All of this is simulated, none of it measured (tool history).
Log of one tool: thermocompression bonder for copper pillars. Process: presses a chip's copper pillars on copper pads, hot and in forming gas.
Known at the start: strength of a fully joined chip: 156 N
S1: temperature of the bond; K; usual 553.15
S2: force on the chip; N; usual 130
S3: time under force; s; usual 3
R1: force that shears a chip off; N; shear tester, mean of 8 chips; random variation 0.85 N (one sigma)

run    hour      S1   S2  S3    R1
  1       0  553.15  130   3  65.4
  2    44.2  553.15  130   3  65.1
  3    73.8  581.15  130   3  86.6
  4   127.6  553.15   92   3  52.9
  5   153.9  553.15   92   3  52.4
  6   191.3  553.15   92   3  52.3
  7     243  553.15   92   3  54.9
  8   273.9  553.15   92   3  54.6
  9   296.9  553.15   92   3  55.6
 10   327.6  553.15  130   3  64.8
 11   378.1  564.15  130   3  72.7
 12   405.9  564.15  130   3  70.6
 13   440.6  553.15  144   3    66
 14   487.6  553.15  144   3  61.5
 15   512.1  553.15  144   3  62.1
 16   557.6  553.15  144   3  64.7
 17   591.2  553.15  144   3  67.3
 18   617.3  553.15  144   3    66
 19   655.8  553.15  144   3  64.6
 20   679.2  539.15  168   5  68.5
 21   726.4  553.15  119   3  56.9
 22   762.8  535.15   91   4  43.1
 23   801.2  544.15  190   3  65.6
 24   830.3  557.15   95   3  60.8
 25   873.1  569.15   96   7  91.9
 26     899  553.15   84   3  53.8
 27   940.6  540.15  164   8  86.5
 28     990  545.15  164   7  83.1
 29  1043.6  545.15  164   4  68.1
 30  1065.9  545.15  164   4  69.1
 31  1089.4  545.15   78   4  52.1
 32  1123.6  545.15   78   2  39.5
 33  1169.3  525.15  113   2  35.3
 34  1214.2  525.15  113   2  32.5
 35  1251.1  525.15  113   2    32
 36  1291.3  553.15   89   8  75.8
 37    1329  577.15  110   2  64.6
 38  1354.4  553.15  136   6  80.2

Taken out of this log: 6 entries between the listed runs. Where each belongs, and how the hidden state differs across it:
Between runs 6 and 7: forming gas filter changed (hour 241)
  true temperature of the bond over the reading, C: -2.2 -> -2.4; force that reaches the chip, % of what is set: 98.5 -> 98.4; oxide that the forming gas leaves, % of the face: 8.1 -> 0.69
  measured less the result without the state, R1: -6.5 -> -2.4 N
Between runs 15 and 16: forming gas filter changed (hour 521.5)
  true temperature of the bond over the reading, C: -3.3 -> -3.4; force that reaches the chip, % of what is set: 98 -> 97.9; oxide that the forming gas leaves, % of the face: 9.18 -> 1.72
  measured less the result without the state, R1: -9.4 -> -4.3 N
Between runs 18 and 19: heater calibrated with a thermocouple chip (hour 621.8)
  true temperature of the bond over the reading, C: -3.6 -> -4.5; force that reaches the chip, % of what is set: 97.8 -> 97.7; oxide that the forming gas leaves, % of the face: 3.51 -> 4.66
  measured less the result without the state, R1: -5.8 -> -7.3 N
Between runs 22 and 23: heater calibrated with a thermocouple chip, once more (hour 800.1)
  true temperature of the bond over the reading, C: -4.9 -> 0.5; force that reaches the chip, % of what is set: 97.6 -> 97.5; oxide that the forming gas leaves, % of the face: 7.9 -> 9.07
  measured less the result without the state, R1: -7.7 -> -6.5 N
Between runs 23 and 24: forming gas filter changed (hour 805.9)
  true temperature of the bond over the reading, C: 0.5 -> 0.4; oxide that the forming gas leaves, % of the face: 9.07 -> 1.37
  measured less the result without the state, R1: -6.5 -> -0.9 N
Between runs 30 and 31: forming gas filter changed (hour 1088.2)
  true temperature of the bond over the reading, C: -0.3 -> -0.4; oxide that the forming gas leaves, % of the face: 8.62 -> 0.63
  measured less the result without the state, R1: -7.4 -> -1.1 N

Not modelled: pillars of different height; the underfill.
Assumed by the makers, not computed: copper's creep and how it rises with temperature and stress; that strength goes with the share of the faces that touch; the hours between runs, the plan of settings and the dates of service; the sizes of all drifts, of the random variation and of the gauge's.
